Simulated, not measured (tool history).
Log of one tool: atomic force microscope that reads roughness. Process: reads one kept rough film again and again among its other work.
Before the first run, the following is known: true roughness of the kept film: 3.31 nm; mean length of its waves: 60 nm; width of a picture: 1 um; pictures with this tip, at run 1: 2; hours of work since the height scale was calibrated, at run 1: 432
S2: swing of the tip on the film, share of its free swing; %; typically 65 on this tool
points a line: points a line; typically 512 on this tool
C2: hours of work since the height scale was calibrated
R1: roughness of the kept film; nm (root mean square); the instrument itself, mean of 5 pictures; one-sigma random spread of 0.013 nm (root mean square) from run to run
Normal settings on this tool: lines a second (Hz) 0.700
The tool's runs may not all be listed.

run 1 hour=0.0 | lines_a_second_(Hz)=0.700 S2=65 points_a_line=512 | pictures_with_this_tip=2 C2=432 | R1=3.110
run 2 hour=21.6 | lines_a_second_(Hz)=0.700 S2=65 points_a_line=512 | pictures_with_this_tip=56 C2=448 | R1=3.096
run 3 hour=52.1 | lines_a_second_(Hz)=0.700 S2=65 points_a_line=512 | pictures_with_this_tip=131 C2=471 | R1=3.003
run 4 hour=66.4 | lines_a_second_(Hz)=0.700 S2=65 points_a_line=512 | pictures_with_this_tip=167 C2=482 | R1=2.973
-- hour=90.6 new tip fitted
run 5 hour=95.6 | lines_a_second_(Hz)=0.700 S2=65 points_a_line=633 | pictures_with_this_tip=12 C2=504 | R1=3.130
run 6 hour=124.7 | lines_a_second_(Hz)=0.700 S2=65 points_a_line=633 | pictures_with_this_tip=84 C2=526 | R1=3.058
run 7 hour=157.7 | lines_a_second_(Hz)=0.700 S2=65 points_a_line=552 | pictures_with_this_tip=166 C2=551 | R1=2.997
-- hour=180.8 new tip fitted
run 8 hour=182.1 | lines_a_second_(Hz)=0.700 S2=65 points_a_line=552 | pictures_with_this_tip=4 C2=570 | R1=3.158
run 9 hour=210.1 | lines_a_second_(Hz)=0.700 S2=65 points_a_line=552 | pictures_with_this_tip=73 C2=591 | R1=3.078
run 10 hour=241.8 | lines_a_second_(Hz)=0.700 S2=65 points_a_line=512 | pictures_with_this_tip=152 C2=615 | R1=2.999
run 11 hour=260.2 | lines_a_second_(Hz)=0.700 S2=65 points_a_line=512 | pictures_with_this_tip=198 C2=629 | R1=2.945
-- hour=270.8 new tip fitted
run 12 hour=288.5 | lines_a_second_(Hz)=0.668 S2=65 points_a_line=512 | pictures_with_this_tip=44 C2=650 | R1=3.092
run 13 hour=316.6 | lines_a_second_(Hz)=1.339 S2=65 points_a_line=512 | pictures_with_this_tip=113 C2=672 | R1=2.925
run 14 hour=343.2 | lines_a_second_(Hz)=0.700 S2=58 points_a_line=512 | pictures_with_this_tip=179 C2=692 | R1=2.988
-- hour=362.9 new tip fitted
run 15 hour=375.0 | lines_a_second_(Hz)=0.700 S2=58 points_a_line=512 | pictures_with_this_tip=30 C2=716 | R1=3.130
run 16 hour=408.9 | lines_a_second_(Hz)=0.700 S2=58 points_a_line=512 | pictures_with_this_tip=114 C2=742 | R1=3.057
run 17 hour=425.4 | lines_a_second_(Hz)=0.700 S2=58 points_a_line=512 | pictures_with_this_tip=155 C2=754 | R1=3.018
run 18 hour=447.7 | lines_a_second_(Hz)=0.700 S2=65 points_a_line=798 | pictures_with_this_tip=211 C2=771 | R1=2.929
-- hour=452.7 new tip fitted
run 19 hour=467.8 | lines_a_second_(Hz)=0.700 S2=65 points_a_line=798 | pictures_with_this_tip=37 C2=786 | R1=3.086
run 20 hour=488.1 | lines_a_second_(Hz)=0.700 S2=65 points_a_line=798 | pictures_with_this_tip=88 C2=802 | R1=3.031
run 21 hour=510.1 | lines_a_second_(Hz)=2.345 S2=65 points_a_line=512 | pictures_with_this_tip=142 C2=818 | R1=2.768
-- hour=542.6 new tip fitted
run 22 hour=543.5 | lines_a_second_(Hz)=2.345 S2=65 points_a_line=512 | pictures_with_this_tip=2 C2=843 | R1=2.898
run 23 hour=561.8 | lines_a_second_(Hz)=2.345 S2=65 points_a_line=512 | pictures_with_this_tip=47 C2=857 | R1=2.879
run 24 hour=594.6 | lines_a_second_(Hz)=2.345 S2=65 points_a_line=512 | pictures_with_this_tip=129 C2=882 | R1=2.796
run 25 hour=627.6 | lines_a_second_(Hz)=2.345 S2=65 points_a_line=915 | pictures_with_this_tip=210 C2=907 | R1=2.719
-- hour=632.6 new tip fitted
run 26 hour=654.1 | lines_a_second_(Hz)=1.145 S2=65 points_a_line=915 | pictures_with_this_tip=53 C2=927 | R1=2.996
run 27 hour=686.7 | lines_a_second_(Hz)=3.520 S2=72 points_a_line=527 | pictures_with_this_tip=134 C2=952 | R1=2.444
run 28 hour=717.5 | lines_a_second_(Hz)=1.079 S2=72 points_a_line=527 | pictures_with_this_tip=210 C2=976 | R1=2.811
-- hour=722.6 new tip fitted
run 29 hour=735.2 | lines_a_second_(Hz)=1.079 S2=72 points_a_line=527 | pictures_with_this_tip=31 C2=989 | R1=2.950
run 30 hour=762.3 | lines_a_second_(Hz)=1.622 S2=79 points_a_line=345 | pictures_with_this_tip=98 C2=1009 | R1=2.684
run 31 hour=780.7 | lines_a_second_(Hz)=1.094 S2=71 points_a_line=596 | pictures_with_this_tip=144 C2=1023 | R1=2.858
run 32 hour=809.6 | lines_a_second_(Hz)=3.132 S2=59 points_a_line=544 | pictures_with_this_tip=216 C2=1045 | R1=2.736
-- hour=812.4 new tip fitted
run 33 hour=827.6 | lines_a_second_(Hz)=3.132 S2=59 points_a_line=544 | pictures_with_this_tip=37 C2=1059 | R1=2.882
run 34 hour=856.2 | lines_a_second_(Hz)=1.662 S2=58 points_a_line=647 | pictures_with_this_tip=108 C2=1081 | R1=2.972
run 35 hour=888.1 | lines_a_second_(Hz)=1.540 S2=65 points_a_line=282 | pictures_with_this_tip=187 C2=1105 | R1=2.826
-- hour=902.9 new tip fitted
run 36 hour=906.3 | lines_a_second_(Hz)=1.540 S2=78 points_a_line=495 | pictures_with_this_tip=8 C2=1118 | R1=2.794
run 37 hour=931.3 | lines_a_second_(Hz)=1.540 S2=78 points_a_line=286 | pictures_with_this_tip=70 C2=1137 | R1=2.729
run 38 hour=964.9 | lines_a_second_(Hz)=3.903 S2=78 points_a_line=739 | pictures_with_this_tip=154 C2=1163 | R1=2.203

Run 39, settings as shown, results not yet in. Your forecast:
run 39 hour=987.3 | lines_a_second_(Hz)=1.520 S2=67 points_a_line=318 | pictures_with_this_tip=209 C2=1180 | R1=?

{"run 39": {"R1": 2.784}}
With the hidden condition absent and the run-to-run variation left alone, this run would have shown R1 2.977 nm (root mean square).

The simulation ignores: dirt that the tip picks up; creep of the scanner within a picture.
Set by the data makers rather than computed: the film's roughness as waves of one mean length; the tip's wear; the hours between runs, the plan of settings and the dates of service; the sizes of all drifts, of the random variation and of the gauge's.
